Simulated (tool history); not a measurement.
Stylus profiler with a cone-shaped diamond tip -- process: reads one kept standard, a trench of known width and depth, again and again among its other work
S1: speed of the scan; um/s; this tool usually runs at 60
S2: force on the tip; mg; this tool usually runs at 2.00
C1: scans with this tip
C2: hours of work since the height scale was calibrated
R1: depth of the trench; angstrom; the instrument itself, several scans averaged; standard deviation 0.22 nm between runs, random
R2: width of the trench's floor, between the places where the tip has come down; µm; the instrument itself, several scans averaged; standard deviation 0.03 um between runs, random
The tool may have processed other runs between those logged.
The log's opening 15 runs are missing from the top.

{"run": 16, "hour": 176.6, "S1": 70, "S2": 3.4, "C1": 2919, "C2": 471, "R1": 10127.3, "R2": 23.78}
{"run": 17, "hour": 188.3, "S1": 71, "S2": 2.0, "C1": 2974, "C2": 480, "R1": 10087.9, "R2": 23.67}
{"run": 18, "hour": 197.4, "S1": 71, "S2": 2.0, "C1": 3017, "C2": 487, "R1": 10089.2, "R2": 23.75}
{"run": 19, "hour": 207.5, "S1": 71, "S2": 2.0, "C1": 3065, "C2": 495, "R1": 10090.9, "R2": 23.69}
{"run": 20, "hour": 219.6, "S1": 210, "S2": 4.59, "C1": 3123, "C2": 504, "R1": 10162.8, "R2": 23.48}
{"run": 21, "hour": 231.6, "S1": 210, "S2": 4.59, "C1": 3179, "C2": 513, "R1": 10159.0, "R2": 23.44}
{"run": 22, "hour": 244.8, "S1": 210, "S2": 4.59, "C1": 3242, "C2": 524, "R1": 10161.4, "R2": 23.48}
{"run": 23, "hour": 257.8, "S1": 131, "S2": 0.87, "C1": 3304, "C2": 533, "R1": 10053.3, "R2": 23.21}
{"run": 24, "hour": 272.3, "S1": 19, "S2": 1.75, "C1": 3372, "C2": 545, "R1": 10084.8, "R2": 23.95}
{"run": 25, "hour": 281.2, "S1": 70, "S2": 1.81, "C1": 3414, "C2": 551, "R1": 10086.0, "R2": 23.71}
{"run": 26, "hour": 290.5, "S1": 17, "S2": 4.24, "C1": 3459, "C2": 559, "R1": 10149.9, "R2": 23.96}
{"run": 27, "hour": 307.5, "S1": 17, "S2": 4.24, "C1": 3539, "C2": 571, "R1": 10149.6, "R2": 23.93}
{"run": 28, "hour": 316.1, "S1": 34, "S2": 1.94, "C1": 3580, "C2": 578, "R1": 10089.4, "R2": 23.89}
{"run": 29, "hour": 330.4, "S1": 68, "S2": 0.97, "C1": 3648, "C2": 589, "R1": 10055.6, "R2": 23.61}
{"run": 30, "hour": 339.1, "S1": 68, "S2": 0.97, "C1": 3689, "C2": 596, "R1": 10059.7, "R2": 23.6}
{"run": 31, "hour": 354.1, "S1": 88, "S2": 5.05, "C1": 3760, "C2": 607, "R1": 10170.6, "R2": 23.78}
{"run": 32, "hour": 365.8, "S1": 88, "S2": 5.05, "C1": 3815, "C2": 616, "R1": 10173.2, "R2": 23.8}
{"run": 33, "hour": 379.8, "S1": 88, "S2": 5.05, "C1": 3882, "C2": 627, "R1": 10173.4, "R2": 23.83}
{"run": 34, "hour": 394.5, "S1": 156, "S2": 2.92, "C1": 3951, "C2": 638, "R1": 10116.6, "R2": 23.5}
{"run": 35, "hour": 403.2, "S1": 156, "S2": 2.92, "C1": 3992, "C2": 645, "R1": 10118.4, "R2": 23.49}
{"run": 36, "hour": 413.2, "S1": 156, "S2": 2.92, "C1": 4040, "C2": 652, "R1": 10121.6, "R2": 23.48}
{"run": 37, "hour": 421.7, "S1": 17, "S2": 2.92, "C1": 4080, "C2": 659, "R1": 10117.2, "R2": 23.96}

Predict each of these 4 candidate next runs independently; none follows another, all start after run 37:
{"run": "A", "hour": 438.4, "S1": 25, "S2": 1.58, "C1": 4159, "C2": 672, "R1": "?", "R2": "?"}
{"run": "B", "hour": 438.4, "S1": 177, "S2": 5.72, "C1": 4159, "C2": 672, "R1": "?", "R2": "?"}
{"run": "C", "hour": 438.4, "S1": 96, "S2": 0.74, "C1": 4159, "C2": 672, "R1": "?", "R2": "?"}
{"run": "D", "hour": 438.4, "S1": 17, "S2": 2.15, "C1": 4159, "C2": 672, "R1": "?", "R2": "?"}

run=A R1=10079.4 R2=23.88
run=B R1=10187.5 R2=23.60
run=C R1=10050.1 R2=23.42
run=D R1=10099.7 R2=23.92
Without the tool's hidden state the same runs would have given:
run=A R1=10079.3 R2=23.88
run=B R1=10187.4 R2=23.61
run=C R1=10050.1 R2=23.43
run=D R1=10099.6 R2=23.93
